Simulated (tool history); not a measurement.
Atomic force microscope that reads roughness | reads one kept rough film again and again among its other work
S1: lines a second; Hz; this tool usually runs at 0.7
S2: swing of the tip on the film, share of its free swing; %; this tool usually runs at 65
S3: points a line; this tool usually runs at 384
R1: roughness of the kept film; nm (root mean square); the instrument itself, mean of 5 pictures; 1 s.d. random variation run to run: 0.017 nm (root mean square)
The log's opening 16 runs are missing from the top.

{"run": 17, "hour": 423.3, "S1": 0.7, "S2": 65, "S3": 420, "R1": 3.763}
{"run": 18, "hour": 450.4, "S1": 0.7, "S2": 65, "S3": 420, "R1": 3.653}
{"run": 19, "hour": 473.5, "S1": 0.7, "S2": 65, "S3": 372, "R1": 3.55}
{"run": 20, "hour": 493.8, "S1": 0.7, "S2": 77, "S3": 712, "R1": 3.387}
{"hour": 508.5, "done": "new tip fitted"}
{"run": 21, "hour": 516.7, "S1": 0.7, "S2": 75, "S3": 485, "R1": 3.994}
{"run": 22, "hour": 542.7, "S1": 0.7, "S2": 75, "S3": 485, "R1": 3.844}
{"run": 23, "hour": 563.1, "S1": 0.7, "S2": 75, "S3": 485, "R1": 3.784}
{"run": 24, "hour": 580.6, "S1": 0.7, "S2": 75, "S3": 804, "R1": 3.717}
{"run": 25, "hour": 608.5, "S1": 0.7, "S2": 77, "S3": 879, "R1": 3.565}
{"run": 26, "hour": 636.5, "S1": 0.7, "S2": 77, "S3": 879, "R1": 3.459}
{"run": 27, "hour": 658.0, "S1": 0.7, "S2": 77, "S3": 879, "R1": 3.356}
{"hour": 663.9, "done": "new tip fitted"}
{"run": 28, "hour": 678.8, "S1": 0.7, "S2": 77, "S3": 954, "R1": 3.944}
{"run": 29, "hour": 709.1, "S1": 0.7, "S2": 77, "S3": 954, "R1": 3.814}
{"run": 30, "hour": 733.1, "S1": 2.571, "S2": 59, "S3": 405, "R1": 3.641}
{"run": 31, "hour": 768.4, "S1": 0.7, "S2": 65, "S3": 419, "R1": 3.657}
{"run": 32, "hour": 785.6, "S1": 0.7, "S2": 64, "S3": 384, "R1": 3.598}

The next listed run, before its measurement:
{"run": 33, "hour": 806.8, "S1": 0.7, "S2": 85, "S3": 490, "R1": "?"}

For run 33 the tool returned R1 3.319 nm (root mean square).
The same run, on a tool lacking any hidden state, would have yielded R1 3.918 nm (root mean square).
